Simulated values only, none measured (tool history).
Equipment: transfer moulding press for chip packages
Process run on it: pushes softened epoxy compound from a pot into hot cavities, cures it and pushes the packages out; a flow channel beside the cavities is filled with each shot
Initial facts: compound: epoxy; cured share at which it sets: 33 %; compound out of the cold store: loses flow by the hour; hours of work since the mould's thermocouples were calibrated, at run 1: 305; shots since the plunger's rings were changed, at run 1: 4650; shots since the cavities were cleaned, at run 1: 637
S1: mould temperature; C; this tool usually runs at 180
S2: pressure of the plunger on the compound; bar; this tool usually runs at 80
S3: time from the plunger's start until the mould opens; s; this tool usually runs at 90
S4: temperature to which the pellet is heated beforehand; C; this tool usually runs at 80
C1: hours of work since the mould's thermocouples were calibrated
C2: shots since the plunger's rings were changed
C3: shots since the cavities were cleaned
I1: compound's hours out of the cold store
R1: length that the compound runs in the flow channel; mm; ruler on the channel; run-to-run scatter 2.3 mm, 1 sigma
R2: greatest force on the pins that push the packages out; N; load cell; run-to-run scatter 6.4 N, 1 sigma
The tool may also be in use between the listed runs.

run 1 hour=0 | S1=180 S2=80 S3=90 S4=80 | C1=305 C2=4650 C3=637 | I1=18.9 | R1=898 R2=434
-- hour=66.6 cavities cleaned with cleaning compound and waxed
run 2 hour=76.7 | S1=180 S2=80 S3=90 S4=80 | C1=343 C2=5321 C3=90 | I1=23.4 | R1=875 R2=300
run 3 hour=179.1 | S1=180 S2=62.5 S3=90 S4=80 | C1=393 C2=6235 C3=1004 | I1=12.9 | R1=807 R2=455
-- hour=196.9 cavities cleaned with cleaning compound and waxed
run 4 hour=249.1 | S1=180 S2=62.5 S3=90 S4=80 | C1=427 C2=6846 C3=466 | I1=48 | R1=671 R2=412
-- hour=258.5 plunger's sealing rings changed
run 5 hour=297.7 | S1=180 S2=80 S3=90 S4=80 | C1=450 C2=350 C3=877 | I1=37.1 | R1=845 R2=458
-- hour=329.8 cavities cleaned with cleaning compound and waxed
run 6 hour=400.4 | S1=175 S2=80 S3=90 S4=80 | C1=500 C2=1253 C3=630 | I1=34.8 | R1=869 R2=513
-- hour=466.7 cavities cleaned with cleaning compound and waxed
run 7 hour=470 | S1=175 S2=80 S3=90 S4=80 | C1=533 C2=1860 C3=29 | I1=9.6 | R1=985 R2=339
-- hour=513.2 mould's thermocouples calibrated
run 8 hour=546.4 | S1=175 S2=63.7 S3=90 S4=80 | C1=16 C2=2524 C3=693 | I1=15.3 | R1=852 R2=529
-- hour=600.6 cavities cleaned with cleaning compound and waxed
run 9 hour=631.4 | S1=175 S2=63.7 S3=90 S4=80 | C1=58 C2=3269 C3=275 | I1=29 | R1=790 R2=421
run 10 hour=691.7 | S1=175 S2=63.7 S3=90 S4=80 | C1=87 C2=3807 C3=813 | I1=14.7 | R1=852 R2=542
-- hour=732.8 cavities cleaned with cleaning compound and waxed
run 11 hour=759.4 | S1=180 S2=80 S3=90 S4=80 | C1=120 C2=4398 C3=238 | I1=44.5 | R1=795 R2=359
run 12 hour=815.2 | S1=180 S2=80 S3=90 S4=80 | C1=148 C2=4895 C3=735 | I1=21.9 | R1=893 R2=439
-- hour=867.1 cavities cleaned with cleaning compound and waxed
run 13 hour=909.2 | S1=180 S2=80 S3=90 S4=80 | C1=194 C2=5720 C3=375 | I1=29 | R1=853 R2=388
-- hour=969.6 mould's thermocouples calibrated, once more
run 14 hour=979.7 | S1=180 S2=80 S3=90 S4=80 | C1=5 C2=6331 C3=986 | I1=14.7 | R1=910 R2=449
-- hour=1001.3 cavities cleaned with cleaning compound and waxed
run 15 hour=1036.7 | S1=180 S2=62 S3=87 S4=80 | C1=32 C2=6827 C3=316 | I1=12.4 | R1=807 R2=387
-- hour=1044.6 plunger's sealing rings changed
run 16 hour=1107.2 | S1=180 S2=62 S3=87 S4=80 | C1=66 C2=558 C3=922 | I1=43.3 | R1=716 R2=450
-- hour=1140.9 cavities cleaned with cleaning compound and waxed
run 17 hour=1168.6 | S1=180 S2=62 S3=87 S4=80 | C1=96 C2=1093 C3=247 | I1=37 | R1=740 R2=351
run 18 hour=1251.4 | S1=180 S2=62 S3=87 S4=80 | C1=137 C2=1832 C3=986 | I1=11.6 | R1=840 R2=468
-- hour=1274.3 cavities cleaned with cleaning compound and waxed
run 19 hour=1321.1 | S1=188 S2=83.2 S3=87 S4=78 | C1=170 C2=2440 C3=417 | I1=19.2 | R1=905 R2=368
-- hour=1409.9 cavities cleaned with cleaning compound and waxed
run 20 hour=1424.9 | S1=174 S2=79.7 S3=100 S4=78 | C1=221 C2=3352 C3=133 | I1=10.4 | R1=979 R2=342
run 21 hour=1470.4 | S1=188 S2=79.7 S3=100 S4=74 | C1=243 C2=3758 C3=539 | I1=25 | R1=852 R2=385
-- hour=1540.1 cavities cleaned with cleaning compound and waxed
run 22 hour=1550.9 | S1=183 S2=95.5 S3=84 S4=79 | C1=282 C2=4464 C3=97 | I1=20 | R1=964 R2=297
run 23 hour=1641 | S1=177 S2=71.9 S3=84 S4=75 | C1=327 C2=5268 C3=901 | I1=30.6 | R1=809 R2=509
-- hour=1673.3 cavities cleaned with cleaning compound and waxed
run 24 hour=1723.4 | S1=176 S2=95.1 S3=70 S4=83 | C1=367 C2=5989 C3=447 | I1=41.5 | R1=882 R2=652
run 25 hour=1789.1 | S1=180 S2=97.4 S3=77 S4=80 | C1=399 C2=6575 C3=1033 | I1=42.5 | R1=868 R2=499
-- hour=1805.5 cavities cleaned with cleaning compound and waxed
-- hour=1824.5 plunger's sealing rings changed
run 26 hour=1896.4 | S1=178 S2=80 S3=72 S4=80 | C1=451 C2=640 C3=788 | I1=40.2 | R1=838 R2=623
-- hour=1943.8 cavities cleaned with cleaning compound and waxed
run 27 hour=2000 | S1=174 S2=68.3 S3=72 S4=80 | C1=501 C2=1552 C3=502 | I1=40.8 | R1=777 R2=693

4 ways to go on from here, each from the tool as it stands after run 27. What would each give?
run A hour=2066.7 | S1=174 S2=68.3 S3=82 S4=71 | C1=534 C2=2147 C3=1097 | I1=42.9 | R1=? R2=?
run B hour=2066.7 | S1=174 S2=68.3 S3=72 S4=87 | C1=534 C2=2147 C3=1097 | I1=42.8 | R1=? R2=?
run C hour=2066.7 | S1=174 S2=68.3 S3=72 S4=82 | C1=534 C2=2147 C3=1097 | I1=43.3 | R1=? R2=?
run D hour=2066.7 | S1=185 S2=68.3 S3=72 S4=80 | C1=534 C2=2147 C3=1097 | I1=8.7 | R1=? R2=?

run=A R1=767 R2=654
run=B R1=769 R2=794
run=C R1=768 R2=840
run=D R1=878 R2=485
What these runs would have given with no unlogged condition in the tool:
run=A R1=777 R2=348
run=B R1=778 R2=414
run=C R1=778 R2=442
run=D R1=889 R2=262
